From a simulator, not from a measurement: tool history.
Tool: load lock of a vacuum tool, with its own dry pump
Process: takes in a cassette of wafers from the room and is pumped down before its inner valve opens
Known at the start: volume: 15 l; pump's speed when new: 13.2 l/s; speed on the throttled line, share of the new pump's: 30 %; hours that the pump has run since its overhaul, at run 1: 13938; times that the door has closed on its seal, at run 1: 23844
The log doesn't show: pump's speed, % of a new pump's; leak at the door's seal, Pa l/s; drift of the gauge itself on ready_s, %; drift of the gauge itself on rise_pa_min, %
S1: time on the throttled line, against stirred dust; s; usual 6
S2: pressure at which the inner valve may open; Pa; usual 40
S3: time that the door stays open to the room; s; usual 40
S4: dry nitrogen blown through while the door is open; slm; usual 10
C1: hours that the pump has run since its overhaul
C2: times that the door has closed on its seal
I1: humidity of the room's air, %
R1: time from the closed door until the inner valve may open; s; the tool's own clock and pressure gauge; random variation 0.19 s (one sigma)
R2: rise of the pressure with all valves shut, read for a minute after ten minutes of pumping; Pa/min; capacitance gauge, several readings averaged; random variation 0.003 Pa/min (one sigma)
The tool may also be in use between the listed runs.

{"run": 1, "hour": 0.0, "S1": 6, "S2": 40, "S3": 40, "S4": 10, "C1": 13938, "C2": 23844, "I1": 41.3, "R1": 12.8, "R2": 0.035}
{"run": 2, "hour": 160.4, "S1": 6, "S2": 40, "S3": 40, "S4": 10, "C1": 14098, "C2": 24100, "I1": 45.7, "R1": 13.1, "R2": 0.037}
{"run": 3, "hour": 516.4, "S1": 6, "S2": 40, "S3": 40, "S4": 10, "C1": 14454, "C2": 24667, "I1": 46.0, "R1": 13.0, "R2": 0.036}
{"run": 4, "hour": 797.3, "S1": 6, "S2": 40, "S3": 40, "S4": 4, "C1": 14735, "C2": 25114, "I1": 43.4, "R1": 13.1, "R2": 0.044}
{"run": 5, "hour": 1181.1, "S1": 6, "S2": 40, "S3": 40, "S4": 10, "C1": 15119, "C2": 25726, "I1": 44.1, "R1": 13.1, "R2": 0.039}
{"run": 6, "hour": 1473.5, "S1": 6, "S2": 40, "S3": 40, "S4": 10, "C1": 15411, "C2": 26192, "I1": 44.1, "R1": 13.3, "R2": 0.043}
{"run": 7, "hour": 1706.6, "S1": 6, "S2": 40, "S3": 40, "S4": 10, "C1": 15644, "C2": 26563, "I1": 42.6, "R1": 13.3, "R2": 0.029}
{"run": 8, "hour": 2044.1, "S1": 6, "S2": 40, "S3": 62, "S4": 10, "C1": 15982, "C2": 27101, "I1": 46.0, "R1": 13.1, "R2": 0.051}
{"run": 9, "hour": 2249.1, "S1": 6, "S2": 40, "S3": 62, "S4": 10, "C1": 16187, "C2": 27427, "I1": 45.0, "R1": 13.1, "R2": 0.043}
{"run": 10, "hour": 2579.7, "S1": 6, "S2": 40, "S3": 62, "S4": 10, "C1": 16517, "C2": 27954, "I1": 45.0, "R1": 13.0, "R2": 0.043}
{"run": 11, "hour": 2931.2, "S1": 6, "S2": 40, "S3": 62, "S4": 10, "C1": 16869, "C2": 28514, "I1": 42.1, "R1": 13.1, "R2": 0.045}
{"run": 12, "hour": 3258.5, "S1": 6, "S2": 40, "S3": 62, "S4": 10, "C1": 17196, "C2": 29036, "I1": 46.2, "R1": 13.1, "R2": 0.05}
{"run": 13, "hour": 3475.8, "S1": 6, "S2": 56, "S3": 40, "S4": 10, "C1": 17413, "C2": 29382, "I1": 46.3, "R1": 13.0, "R2": 0.037}
{"run": 14, "hour": 3651.1, "S1": 9, "S2": 40, "S3": 100, "S4": 4, "C1": 17589, "C2": 29661, "I1": 43.5, "R1": 15.1, "R2": 0.082}
{"run": 15, "hour": 3829.2, "S1": 3, "S2": 37, "S3": 100, "S4": 10, "C1": 17767, "C2": 29945, "I1": 44.9, "R1": 11.4, "R2": 0.065}
{"run": 16, "hour": 4124.8, "S1": 3, "S2": 37, "S3": 100, "S4": 10, "C1": 18062, "C2": 30416, "I1": 44.0, "R1": 11.3, "R2": 0.059}

Forecast run 17:
{"run": 17, "hour": 4481.8, "S1": 7, "S2": 28, "S3": 89, "S4": 10, "C1": 18419, "C2": 30985, "I1": 43.7, "R1": "?", "R2": "?"}

Run 17 gave R1 14.4 s, R2 0.060 Pa/min.
Without the tool's hidden state the same run would have given R1 14.4 s, R2 0.058 Pa/min.
